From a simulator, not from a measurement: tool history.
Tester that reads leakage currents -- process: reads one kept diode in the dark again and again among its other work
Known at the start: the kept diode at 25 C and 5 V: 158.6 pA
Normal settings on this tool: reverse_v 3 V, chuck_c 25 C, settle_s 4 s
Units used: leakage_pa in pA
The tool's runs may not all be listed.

run 1 hour=0 | reverse_v=3 chuck_c=25 settle_s=4 | leakage_pa=132.47
run 2 hour=21.1 | reverse_v=3 chuck_c=25 settle_s=4 | leakage_pa=133.16
run 3 hour=37.6 | reverse_v=3 chuck_c=37 settle_s=4 | leakage_pa=322.09
run 4 hour=55.4 | reverse_v=3 chuck_c=25 settle_s=0.72 | leakage_pa=133.72
run 5 hour=78.6 | reverse_v=7.72 chuck_c=25 settle_s=4 | leakage_pa=185.67
run 6 hour=106.2 | reverse_v=7.72 chuck_c=25 settle_s=1.28 | leakage_pa=185.68
run 7 hour=125.2 | reverse_v=7.72 chuck_c=25 settle_s=1.28 | leakage_pa=185.84
run 8 hour=157.3 | reverse_v=7.72 chuck_c=25 settle_s=1.3 | leakage_pa=186.03
run 9 hour=190.9 | reverse_v=7.72 chuck_c=25 settle_s=1.3 | leakage_pa=185.45
run 10 hour=212 | reverse_v=3 chuck_c=25 settle_s=4 | leakage_pa=133.05
run 11 hour=230.9 | reverse_v=3 chuck_c=25 settle_s=4 | leakage_pa=132.45
run 12 hour=265.6 | reverse_v=3 chuck_c=52 settle_s=0.35 | leakage_pa=888.55
run 13 hour=298.7 | reverse_v=5.11 chuck_c=52 settle_s=0.88 | leakage_pa=1064.21

Estimate the outcome of run 14 from the log above:
run 14 hour=326.5 | reverse_v=2.61 chuck_c=35 settle_s=2.61 | leakage_pa=?

leakage_pa: 266.79 pA
The same run, on a tool lacking any hidden state, would have yielded leakage_pa 266.59 pA.

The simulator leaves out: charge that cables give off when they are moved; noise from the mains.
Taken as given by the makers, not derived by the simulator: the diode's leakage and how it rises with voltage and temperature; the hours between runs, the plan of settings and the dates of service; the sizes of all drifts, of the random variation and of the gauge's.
